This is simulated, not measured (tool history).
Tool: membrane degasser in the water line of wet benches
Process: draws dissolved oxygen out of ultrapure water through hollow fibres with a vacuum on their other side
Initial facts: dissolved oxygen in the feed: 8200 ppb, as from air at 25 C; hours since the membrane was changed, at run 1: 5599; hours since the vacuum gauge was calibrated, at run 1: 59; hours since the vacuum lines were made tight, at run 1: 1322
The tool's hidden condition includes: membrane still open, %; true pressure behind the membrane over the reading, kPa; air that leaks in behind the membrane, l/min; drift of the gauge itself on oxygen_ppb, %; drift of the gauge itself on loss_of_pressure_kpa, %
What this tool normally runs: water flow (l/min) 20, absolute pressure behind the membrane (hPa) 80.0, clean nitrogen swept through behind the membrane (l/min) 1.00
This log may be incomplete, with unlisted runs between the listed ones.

run,hour,water flow (l/min),absolute pressure behind the membrane (hPa),clean nitrogen swept through behind the membrane (l/min),hours since the membrane was changed,hours since the vacuum gauge was calibrated,hours since the vacuum lines were made tight,dissolved oxygen in the water behind the degasser (ppb),pressure that the water loses in the fibres (hPa)
1,0.0,20,80.0,1.00,5599,59,1322,281.8,347.9
2,164.7,20,80.0,1.00,5764,224,1487,282.3,344.9
3,317.4,20,80.0,1.00,5917,377,1640,281.5,345.6
4,469.0,20,80.0,1.00,6068,528,1791,278.6,348.1
5,634.3,20,80.0,1.00,6234,694,1957,282.7,347.0
6,857.7,20,80.0,1.00,6457,917,2180,285.4,351.2
# hour 869.5: vacuum gauge calibrated
7,976.5,19,80.0,1.00,6575,107,2298,268.4,331.8
8,1146.1,19,130.3,0.54,6745,277,2468,738.1,330.7
9,1316.8,23,100.7,0.96,6915,447,2639,454.3,402.9
10,1481.2,23,87.2,1.03,7080,612,2803,376.8,404.4
11,1677.6,23,87.2,1.03,7276,808,2999,374.8,402.5
# hour 1871.8: vacuum gauge calibrated, once more
12,1895.0,23,87.2,1.03,7493,23,3216,372.9,406.0
13,2027.6,26,80.9,1.30,7626,156,3349,356.8,458.9

Branching from run 13: 4 alternative next runs. What would each branch give?
A,2252.9,14,80.9,0.54,7851,381,3574,?,?
B,2252.9,25,112.5,2.30,7851,381,3574,?,?
C,2252.9,17,80.0,1.08,7851,381,3574,?,?
D,2252.9,22,193.0,1.98,7851,381,3574,?,?

run,dissolved oxygen in the water behind the degasser (ppb),pressure that the water loses in the fibres (hPa)
A,303.1,247.1
B,338.2,441.8
C,226.2,299.9
D,502.9,390.8
With no hidden state in the tool, these same runs would have given:
run,dissolved oxygen in the water behind the degasser (ppb),pressure that the water loses in the fibres (hPa)
A,285.4,226.7
B,293.4,405.3
C,202.6,275.3
D,464.2,358.7
